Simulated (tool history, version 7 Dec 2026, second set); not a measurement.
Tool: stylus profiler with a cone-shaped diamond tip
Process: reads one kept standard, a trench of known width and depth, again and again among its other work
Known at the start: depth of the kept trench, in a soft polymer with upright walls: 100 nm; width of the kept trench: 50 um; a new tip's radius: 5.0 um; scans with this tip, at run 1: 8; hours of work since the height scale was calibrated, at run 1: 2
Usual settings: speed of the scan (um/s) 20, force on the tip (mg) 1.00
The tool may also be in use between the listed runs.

run,hour,speed of the scan (um/s),force on the tip (mg),scans with this tip,hours of work since the height scale was calibrated,depth of the trench (Å),width of the trench's floor (um)
1,0.0,20,1.00,8,2,1006.0,47.96
2,12.1,58,1.00,56,11,1006.1,47.81
3,33.1,20,0.45,140,28,1003.4,47.88
4,51.4,20,0.45,213,42,1003.8,47.88
5,64.5,20,1.00,265,53,1005.8,47.95
6,86.8,20,1.00,354,71,1006.3,47.94
7,100.5,20,1.00,409,82,1005.9,47.99
8,112.7,20,1.00,457,91,1006.0,47.98
9,132.7,20,1.00,537,107,1005.8,47.98
10,147.8,20,0.70,597,119,1004.0,47.94
11,159.2,20,0.70,643,128,1005.0,47.91
12,182.5,20,0.70,735,147,1004.1,47.91
13,198.9,20,0.70,801,160,1005.1,47.94
14,218.9,20,0.70,881,176,1004.7,47.92
15,235.4,20,0.70,946,189,1005.0,47.93
16,254.1,20,0.70,1021,204,1005.1,47.93
17,273.1,20,1.00,1096,219,1005.9,47.89
18,283.9,20,1.00,1140,227,1005.5,47.91
19,297.7,20,1.00,1194,238,1005.7,47.86
20,318.0,20,1.00,1275,255,1005.7,47.92
21,342.9,20,0.55,1375,274,1004.0,47.91
22,365.9,20,0.55,1466,293,1004.2,47.91
23,379.7,20,1.00,1521,304,1005.7,47.93
24,393.9,22,0.50,1578,315,1003.6,47.92
25,407.4,50,1.73,1632,326,1008.5,47.87
26,425.6,31,0.57,1704,340,1004.0,47.84
27,439.5,24,0.76,1760,351,1005.1,47.87
28,459.2,14,1.00,1838,367,1005.5,47.95
29,480.7,37,0.68,1924,384,1004.7,47.83
30,500.2,37,0.68,2001,400,1004.3,47.88
31,515.4,37,0.68,2062,412,1004.2,47.86
32,530.6,20,1.28,2123,424,1007.2,47.92
33,547.9,20,1.61,2192,438,1007.9,47.95
34,564.9,26,0.46,2259,451,1003.6,47.85
35,581.3,36,2.67,2324,464,1011.1,47.97
36,592.1,36,2.67,2368,473,1010.9,47.93
37,613.3,45,2.67,2452,490,1011.2,47.92
38,624.9,9,1.94,2498,499,1009.2,48.01
39,647.6,9,1.94,2589,517,1009.1,47.99
40,668.2,13,0.68,2671,533,1004.6,47.96
41,683.7,64,1.43,2733,546,1007.0,47.81
42,694.0,14,1.00,2774,554,1005.3,47.96
43,712.1,14,1.00,2846,568,1005.7,47.99
44,730.5,14,1.00,2919,583,1006.2,47.95
45,750.7,41,2.76,3000,599,1011.7,47.91
46,774.1,6,1.00,3093,618,1006.0,48.02

3 ways to go on from here, each from the tool as it stands after run 46. What would each give?
A,785.4,68,1.00,3138,627,?,?
B,785.4,20,1.05,3138,627,?,?
C,785.4,13,1.31,3138,627,?,?

run,depth of the trench (Å),width of the trench's floor (um)
A,1006.0,47.73
B,1006.4,47.97
C,1006.8,47.96
Without the tool's hidden state the same runs would have given:
run,depth of the trench (Å),width of the trench's floor (um)
A,1006.0,47.73
B,1006.4,47.98
C,1006.8,47.96
